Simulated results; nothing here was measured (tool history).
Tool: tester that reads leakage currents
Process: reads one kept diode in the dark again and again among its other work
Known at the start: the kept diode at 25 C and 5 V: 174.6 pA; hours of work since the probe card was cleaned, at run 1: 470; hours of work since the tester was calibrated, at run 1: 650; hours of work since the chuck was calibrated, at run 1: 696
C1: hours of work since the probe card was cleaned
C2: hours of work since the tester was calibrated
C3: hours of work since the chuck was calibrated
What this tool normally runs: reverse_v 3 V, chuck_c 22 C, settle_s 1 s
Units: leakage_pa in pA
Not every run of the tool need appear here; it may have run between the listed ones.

{"run": 1, "hour": 0.0, "reverse_v": 3, "chuck_c": 22, "settle_s": 1, "C1": 470, "C2": 650, "C3": 696, "leakage_pa": 109.82}
{"run": 2, "hour": 44.6, "reverse_v": 3, "chuck_c": 22, "settle_s": 1, "C1": 500, "C2": 679, "C3": 726, "leakage_pa": 110.21}
{"run": 3, "hour": 78.8, "reverse_v": 3, "chuck_c": 22, "settle_s": 1, "C1": 522, "C2": 702, "C3": 749, "leakage_pa": 109.58}
{"run": 4, "hour": 125.3, "reverse_v": 3, "chuck_c": 22, "settle_s": 1, "C1": 553, "C2": 733, "C3": 780, "leakage_pa": 110.77}
{"run": 5, "hour": 171.4, "reverse_v": 3, "chuck_c": 22, "settle_s": 1, "C1": 584, "C2": 763, "C3": 810, "leakage_pa": 111.05}
{"run": 6, "hour": 194.4, "reverse_v": 3, "chuck_c": 22, "settle_s": 1, "C1": 599, "C2": 778, "C3": 825, "leakage_pa": 110.79}
{"run": 7, "hour": 224.4, "reverse_v": 3, "chuck_c": 22, "settle_s": 1, "C1": 619, "C2": 798, "C3": 845, "leakage_pa": 111.2}

Run 8, settings as shown, results not yet in. Your forecast:
{"run": 8, "hour": 271.0, "reverse_v": 17.36, "chuck_c": 22, "settle_s": 1.98, "C1": 650, "C2": 829, "C3": 876, "leakage_pa": "?"}

leakage_pa: 285.47 pA
With no hidden state in the tool, this same run would have given leakage_pa 252.47 pA.

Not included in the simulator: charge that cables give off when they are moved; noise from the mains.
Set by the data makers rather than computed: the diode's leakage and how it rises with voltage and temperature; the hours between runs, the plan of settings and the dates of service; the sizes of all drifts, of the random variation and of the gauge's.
